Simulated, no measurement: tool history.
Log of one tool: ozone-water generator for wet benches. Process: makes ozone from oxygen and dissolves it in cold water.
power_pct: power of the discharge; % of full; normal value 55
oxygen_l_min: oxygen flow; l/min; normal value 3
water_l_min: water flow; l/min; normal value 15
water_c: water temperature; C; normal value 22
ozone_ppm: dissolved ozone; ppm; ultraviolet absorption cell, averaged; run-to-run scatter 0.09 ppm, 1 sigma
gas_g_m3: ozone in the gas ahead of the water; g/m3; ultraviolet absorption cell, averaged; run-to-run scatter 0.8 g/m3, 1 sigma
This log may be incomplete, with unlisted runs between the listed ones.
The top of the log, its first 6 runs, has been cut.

| run | hour | power_pct | oxygen_l_min | water_l_min | water_c | hours of work since the electrodes were changed | hours of work since the contactor was cleaned | hours of work since the thermometer was calibrated | ozone_ppm | gas_g_m3 |
|---|---|---|---|---|---|---|---|---|---|---|
| 7 | 235.2 | 55 | 3 | 15 | 28 | 1123 | 90 | 1786 | 7.83 | 121.3 |
| 8 | 280 | 55 | 3 | 15 | 22 | 1157 | 125 | 1820 | 8.29 | 121.1 |
| 9 | 301.7 | 55 | 3 | 15 | 22 | 1174 | 142 | 1837 | 8.41 | 121.6 |
| 10 | 352 | 55 | 3 | 15 | 16 | 1213 | 181 | 1876 | 9.05 | 122.1 |
| 11 | 401.3 | 55 | 3 | 15 | 16 | 1251 | 219 | 1914 | 9.12 | 120.1 |
| 12 | 428.4 | 55 | 3 | 15 | 16 | 1272 | 240 | 1935 | 9.11 | 119.4 |
| 13 | 459.7 | 55 | 4.14 | 15 | 16 | 1297 | 264 | 1960 | 9.08 | 98.8 |
| 14 | 500.5 | 55 | 4.14 | 15 | 16 | 1328 | 296 | 1991 | 8.96 | 98 |
| 15 | 531.8 | 55 | 4.14 | 15 | 16 | 1352 | 320 | 2016 | 9.03 | 97.7 |
| 16 | 578.6 | 55 | 3 | 19 | 22 | 1389 | 356 | 2052 | 6.44 | 120.5 |
| 17 | 631.2 | 55 | 3 | 19 | 22 | 1430 | 397 | 2093 | 6.42 | 121.2 |
| 18 | 675.1 | 57 | 2.17 | 19 | 15 | 1464 | 431 | 2127 | 6.87 | 149.9 |
| 19 | 707.2 | 57 | 2.17 | 19 | 15 | 1488 | 456 | 2151 | 6.81 | 151 |
| 20 | 745.2 | 57 | 2.36 | 19 | 22 | 1518 | 485 | 2181 | 6.5 | 141.6 |
| 21 | 792.6 | 55 | 3 | 15 | 20 | 1555 | 522 | 2218 | 8.65 | 121.6 |
| 22 | 836.1 | 55 | 3 | 15 | 20 | 1588 | 556 | 2251 | 8.7 | 119.5 |
| 23 | 857.6 | 55 | 3 | 15 | 20 | 1605 | 573 | 2268 | 8.47 | 119.9 |

Predict the results of run 24:
| 24 | 899.1 | 55 | 3 | 15 | 20 | 1637 | 605 | 2300 | ? | ? |

ozone_ppm: 8.34 ppm
gas_g_m3: 119.7 g/m3
Take away the tool's hidden state, keep the run-to-run variation as it was, and the same run would have given ozone_ppm 8.78 ppm, gas_g_m3 123.4 g/m3.

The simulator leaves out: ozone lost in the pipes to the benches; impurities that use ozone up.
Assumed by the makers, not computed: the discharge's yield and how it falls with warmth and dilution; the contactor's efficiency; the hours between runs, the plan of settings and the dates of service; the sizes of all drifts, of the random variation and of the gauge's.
